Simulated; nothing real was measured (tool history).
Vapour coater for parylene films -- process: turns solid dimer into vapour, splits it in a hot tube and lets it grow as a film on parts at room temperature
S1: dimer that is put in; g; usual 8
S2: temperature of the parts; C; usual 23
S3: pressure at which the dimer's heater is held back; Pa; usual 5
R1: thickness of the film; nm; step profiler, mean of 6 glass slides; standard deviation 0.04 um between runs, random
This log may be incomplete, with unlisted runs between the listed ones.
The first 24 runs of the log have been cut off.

{"run": 25, "hour": 1086.2, "S1": 3, "S2": 23, "S3": 6.23, "R1": 1440}
{"run": 26, "hour": 1123.0, "S1": 3, "S2": 23, "S3": 6.23, "R1": 1430}
{"run": 27, "hour": 1168.0, "S1": 7, "S2": 35, "S3": 3.78, "R1": 2910}
{"run": 28, "hour": 1193.1, "S1": 7, "S2": 35, "S3": 3.78, "R1": 2870}
{"run": 29, "hour": 1240.9, "S1": 9, "S2": 32, "S3": 8.76, "R1": 3250}
{"run": 30, "hour": 1272.2, "S1": 9, "S2": 32, "S3": 8.76, "R1": 3280}
{"hour": 1299.2, "done": "trap's valve overhauled"}
{"run": 31, "hour": 1321.6, "S1": 11, "S2": 19, "S3": 2.37, "R1": 7320}
{"run": 32, "hour": 1365.7, "S1": 11, "S2": 19, "S3": 3.18, "R1": 6840}
{"run": 33, "hour": 1422.8, "S1": 5, "S2": 17, "S3": 3.18, "R1": 3240}
{"run": 34, "hour": 1455.9, "S1": 8, "S2": 23, "S3": 3.49, "R1": 4580}
{"run": 35, "hour": 1489.3, "S1": 8, "S2": 22, "S3": 2.48, "R1": 4880}
{"run": 36, "hour": 1542.8, "S1": 4, "S2": 30, "S3": 6.76, "R1": 1720}
{"run": 37, "hour": 1593.4, "S1": 7, "S2": 18, "S3": 11.77, "R1": 3340}
{"run": 38, "hour": 1622.6, "S1": 13, "S2": 23, "S3": 5, "R1": 6560}
{"run": 39, "hour": 1664.1, "S1": 7, "S2": 23, "S3": 8.01, "R1": 3230}
{"run": 40, "hour": 1687.4, "S1": 7, "S2": 24, "S3": 8.01, "R1": 3140}
{"run": 41, "hour": 1736.1, "S1": 14, "S2": 27, "S3": 5, "R1": 6390}
{"run": 42, "hour": 1770.0, "S1": 8, "S2": 35, "S3": 5, "R1": 3100}
{"hour": 1799.8, "done": "trap's valve overhauled"}
{"run": 43, "hour": 1822.2, "S1": 8, "S2": 35, "S3": 5, "R1": 3350}
{"run": 44, "hour": 1870.8, "S1": 8, "S2": 25, "S3": 5.54, "R1": 3990}
{"run": 45, "hour": 1921.3, "S1": 10, "S2": 17, "S3": 3.78, "R1": 6200}
{"run": 46, "hour": 1972.7, "S1": 10, "S2": 17, "S3": 3.78, "R1": 6230}

Below are 4 alternative next runs, each starting from the tool's condition after run 46. Predict each:
{"run": "A", "hour": 2000.5, "S1": 5, "S2": 18, "S3": 9.48, "R1": "?"}
{"run": "B", "hour": 2000.5, "S1": 4, "S2": 17, "S3": 3.78, "R1": "?"}
{"run": "C", "hour": 2000.5, "S1": 12, "S2": 25, "S3": 2.98, "R1": "?"}
{"run": "D", "hour": 2000.5, "S1": 12, "S2": 22, "S3": 6.17, "R1": "?"}

run=A R1=2500
run=B R1=2450
run=C R1=6510
run=D R1=6100
What these runs would have given with no unlogged condition in the tool:
run=A R1=2580
run=B R1=2530
run=C R1=6730
run=D R1=6300

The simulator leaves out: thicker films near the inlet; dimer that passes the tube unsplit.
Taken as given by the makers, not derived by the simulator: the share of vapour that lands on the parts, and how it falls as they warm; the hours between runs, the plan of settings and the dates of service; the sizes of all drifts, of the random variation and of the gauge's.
